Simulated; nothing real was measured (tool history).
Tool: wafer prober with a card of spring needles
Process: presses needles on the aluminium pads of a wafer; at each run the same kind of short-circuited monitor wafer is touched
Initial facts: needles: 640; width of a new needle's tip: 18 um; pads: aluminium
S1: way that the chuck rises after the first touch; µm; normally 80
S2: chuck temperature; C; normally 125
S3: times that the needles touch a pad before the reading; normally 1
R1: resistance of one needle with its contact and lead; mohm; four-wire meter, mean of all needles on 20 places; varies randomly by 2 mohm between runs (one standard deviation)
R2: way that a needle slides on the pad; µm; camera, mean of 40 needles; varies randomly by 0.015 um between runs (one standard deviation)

| run | day | S1 | S2 | S3 | R1 | R2 |
|---|---|---|---|---|---|---|
| 1 | 0 | 80 | 125 | 1 | 218 | 11.32 |
| 2 | 0.671 | 80 | 125 | 1 | 213 | 11.31 |
|  | 0.725 | tips cleaned on abrasive film |
| 3 | 1.079 | 80 | 125 | 1 | 217 | 11.32 |
|  | 1.475 | tips cleaned on abrasive film |
| 4 | 1.75 | 80 | 125 | 1 | 213 | 11.31 |
|  | 2.221 | tips cleaned on abrasive film |
| 5 | 2.221 | 80 | 125 | 1 | 215 | 11.31 |
| 6 | 2.775 | 80 | 125 | 1 | 215 | 11.28 |
|  | 2.975 | tips cleaned on abrasive film |
| 7 | 3.162 | 80 | 38 | 1 | 197 | 11.3 |
| 8 | 3.604 | 80 | 38 | 1 | 196 | 11.28 |
|  | 3.717 | tips cleaned on abrasive film |
| 9 | 3.946 | 80 | 38 | 1 | 194 | 11.3 |
|  | 4.475 | tips cleaned on abrasive film |
| 10 | 4.625 | 80 | 38 | 1 | 197 | 11.3 |
|  | 5.225 | tips cleaned on abrasive film |
| 11 | 5.238 | 84 | 125 | 1 | 215 | 11.87 |
| 12 | 5.862 | 80 | 95 | 1 | 208 | 11.29 |
|  | 6.017 | tips cleaned on abrasive film |
| 13 | 6.229 | 82 | 95 | 1 | 208 | 11.58 |
|  | 6.796 | tips cleaned on abrasive film |
| 14 | 6.854 | 82 | 95 | 1 | 209 | 11.57 |
| 15 | 7.379 | 82 | 95 | 1 | 208 | 11.57 |
|  | 7.554 | tips cleaned on abrasive film |
| 16 | 8.05 | 82 | 95 | 1 | 208 | 11.58 |
|  | 8.338 | tips cleaned on abrasive film |
| 17 | 8.35 | 65 | 36 | 1 | 198 | 9.18 |
| 18 | 8.692 | 65 | 36 | 1 | 196 | 9.19 |
|  | 9.071 | tips cleaned on abrasive film |
| 19 | 9.071 | 71 | 37 | 2 | 197 | 10.03 |
| 20 | 9.383 | 85 | 54 | 1 | 202 | 11.99 |
|  | 9.846 | tips cleaned on abrasive film |
| 21 | 10.088 | 69 | 125 | 1 | 217 | 9.73 |
| 22 | 10.379 | 71 | 41 | 1 | 197 | 10.04 |
|  | 10.596 | tips cleaned on abrasive film |
| 23 | 10.812 | 66 | 101 | 1 | 213 | 9.31 |
|  | 11.342 | tips cleaned on abrasive film |
| 24 | 11.375 | 66 | 37 | 2 | 197 | 9.3 |
| 25 | 11.704 | 66 | 37 | 2 | 200 | 9.31 |
|  | 12.096 | tips cleaned on abrasive film |
| 26 | 12.121 | 97 | 37 | 1 | 195 | 13.69 |
|  | 12.842 | tips cleaned on abrasive film |
| 27 | 12.842 | 81 | 37 | 1 | 198 | 11.43 |
| 28 | 13.225 | 81 | 37 | 1 | 195 | 11.44 |
| 29 | 13.525 | 62 | 81 | 1 | 212 | 8.75 |
|  | 13.592 | tips cleaned on abrasive film |
| 30 | 14.054 | 79 | 81 | 1 | 206 | 11.13 |
|  | 14.325 | tips cleaned on abrasive film |
| 31 | 14.446 | 76 | 53 | 1 | 201 | 10.73 |
| 32 | 14.992 | 76 | 53 | 1 | 199 | 10.73 |

What if the next run were any one of these 3? Each begins from the tool's condition after run 32:
|  | 15.075 | tips cleaned on abrasive film |
|  | 15.133 | height of the first contact set anew |
| A | 15.554 | 65 | 53 | 2 | ? | ? |
|  | 15.075 | tips cleaned on abrasive film |
|  | 15.133 | height of the first contact set anew |
| B | 15.554 | 76 | 53 | 3 | ? | ? |
|  | 15.075 | tips cleaned on abrasive film |
|  | 15.133 | height of the first contact set anew |
| C | 15.554 | 74 | 60 | 2 | ? | ? |

| run | R1 | R2 |
|---|---|---|
| A | 202 | 9.19 |
| B | 201 | 10.71 |
| C | 201 | 10.45 |
The same runs, with their run-to-run variation unchanged, on a tool lacking any hidden condition would have given:
| run | R1 | R2 |
|---|---|---|
| A | 202 | 9.19 |
| B | 201 | 10.71 |
| C | 201 | 10.45 |
